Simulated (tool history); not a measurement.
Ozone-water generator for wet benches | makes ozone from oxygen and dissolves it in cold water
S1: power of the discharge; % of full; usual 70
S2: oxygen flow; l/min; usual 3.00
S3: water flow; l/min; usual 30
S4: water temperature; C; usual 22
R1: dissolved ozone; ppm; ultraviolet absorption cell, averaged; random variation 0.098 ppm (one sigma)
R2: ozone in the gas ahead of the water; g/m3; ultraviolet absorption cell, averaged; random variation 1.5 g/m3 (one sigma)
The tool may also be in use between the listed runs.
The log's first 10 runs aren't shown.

run 11 day=50.308 | S1=70 S2=2.63 S3=30 S4=22 | R1=12.06 R2=297.8
run 12 day=54.392 | S1=70 S2=2.63 S3=30 S4=22 | R1=11.82 R2=302.5
run 13 day=60.262 | S1=70 S2=2.63 S3=30 S4=22 | R1=11.95 R2=302.4
run 14 day=64.092 | S1=70 S2=2.63 S3=30 S4=22 | R1=11.93 R2=298.3
run 15 day=68.362 | S1=70 S2=3.30 S3=30 S4=22 | R1=12.47 R2=264.3
run 16 day=72.167 | S1=70 S2=3.30 S3=30 S4=22 | R1=12.29 R2=265.7
run 17 day=76.238 | S1=70 S2=3.30 S3=30 S4=22 | R1=12.38 R2=264.1
run 18 day=81.150 | S1=70 S2=3.00 S3=42 S4=20 | R1=8.55 R2=281.5
run 19 day=86.479 | S1=70 S2=3.00 S3=42 S4=20 | R1=8.43 R2=280.0
run 20 day=91.779 | S1=70 S2=2.29 S3=44 S4=27 | R1=6.91 R2=325.5
run 21 day=95.488 | S1=62 S2=3.00 S3=37 S4=15 | R1=9.14 R2=251.6
run 22 day=101.862 | S1=52 S2=3.00 S3=37 S4=15 | R1=7.75 R2=213.6
run 23 day=108.217 | S1=52 S2=3.00 S3=37 S4=15 | R1=7.71 R2=213.3
run 24 day=112.729 | S1=52 S2=2.05 S3=37 S4=15 | R1=6.90 R2=266.8

Run 25 comes next. What will it give?
run 25 day=117.150 | S1=83 S2=2.06 S3=19 S4=14 | R1=? R2=?

Run 25 gave R1 23.14 ppm, R2 402.0 g/m3.
Without the tool's hidden state the same run would have given R1 23.18 ppm, R2 402.5 g/m3.

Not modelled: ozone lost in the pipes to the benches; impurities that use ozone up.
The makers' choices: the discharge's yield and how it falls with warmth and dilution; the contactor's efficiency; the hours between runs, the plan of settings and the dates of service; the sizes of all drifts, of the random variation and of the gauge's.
